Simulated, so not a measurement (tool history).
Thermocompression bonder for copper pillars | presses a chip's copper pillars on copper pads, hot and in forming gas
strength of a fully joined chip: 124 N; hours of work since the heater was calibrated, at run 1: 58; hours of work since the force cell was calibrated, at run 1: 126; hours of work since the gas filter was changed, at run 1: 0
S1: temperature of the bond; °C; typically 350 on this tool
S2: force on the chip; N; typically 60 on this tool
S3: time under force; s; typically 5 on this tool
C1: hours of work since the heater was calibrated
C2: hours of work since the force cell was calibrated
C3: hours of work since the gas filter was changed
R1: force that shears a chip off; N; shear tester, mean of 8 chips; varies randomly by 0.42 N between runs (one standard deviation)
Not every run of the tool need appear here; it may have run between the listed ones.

| run | hour | S1 | S2 | S3 | C1 | C2 | C3 | R1 |
|---|---|---|---|---|---|---|---|---|
| 1 | 0.0 | 350 | 60 | 5 | 58 | 126 | 0 | 50.1 |
| 2 | 7.3 | 350 | 60 | 5 | 63 | 130 | 4 | 49.7 |
| 3 | 17.9 | 347 | 60 | 5 | 69 | 136 | 11 | 47.6 |
| 4 | 25.9 | 347 | 60 | 5 | 74 | 141 | 15 | 47.4 |
| 5 | 32.3 | 350 | 60 | 5 | 77 | 145 | 19 | 49.8 |
| 6 | 39.9 | 350 | 86 | 5 | 82 | 149 | 24 | 71.7 |
|  | 42.5 | heater calibrated with a thermocouple chip |
| 7 | 53.1 | 350 | 86 | 5 | 6 | 156 | 30 | 72.2 |
| 8 | 64.3 | 380 | 60 | 5 | 13 | 162 | 37 | 67.4 |
| 9 | 73.2 | 380 | 90 | 5 | 18 | 168 | 42 | 93.3 |
| 10 | 79.0 | 380 | 90 | 5 | 22 | 171 | 45 | 93.9 |
| 11 | 88.2 | 380 | 90 | 5 | 27 | 177 | 51 | 93.5 |
| 12 | 95.7 | 348 | 46 | 4 | 31 | 181 | 55 | 32.3 |
|  | 104.9 | heater calibrated with a thermocouple chip, once more |
| 13 | 109.2 | 333 | 46 | 4 | 3 | 188 | 62 | 25.8 |
| 14 | 118.3 | 333 | 46 | 4 | 8 | 193 | 67 | 25.1 |
| 15 | 130.1 | 360 | 38 | 5 | 15 | 200 | 74 | 31.4 |

Results per run with the tool's hidden condition removed, run-to-run variation unchanged:
Unlogged tool condition in this case: true temperature of the bond over the reading, C; force that reaches the chip, % of what is set; oxide that the forming gas leaves, % of the face; drift of the gauge itself on shear_n, %.
| run | R1 |
|---|---|
| 1 | 49.7 |
| 2 | 49.3 |
| 3 | 47.2 |
| 4 | 47.1 |
| 5 | 49.5 |
| 6 | 71.5 |
| 7 | 71.6 |
| 8 | 67.0 |
| 9 | 93.4 |
| 10 | 94.2 |
| 11 | 93.9 |
| 12 | 31.9 |
| 13 | 26.3 |
| 14 | 25.6 |
| 15 | 32.2 |
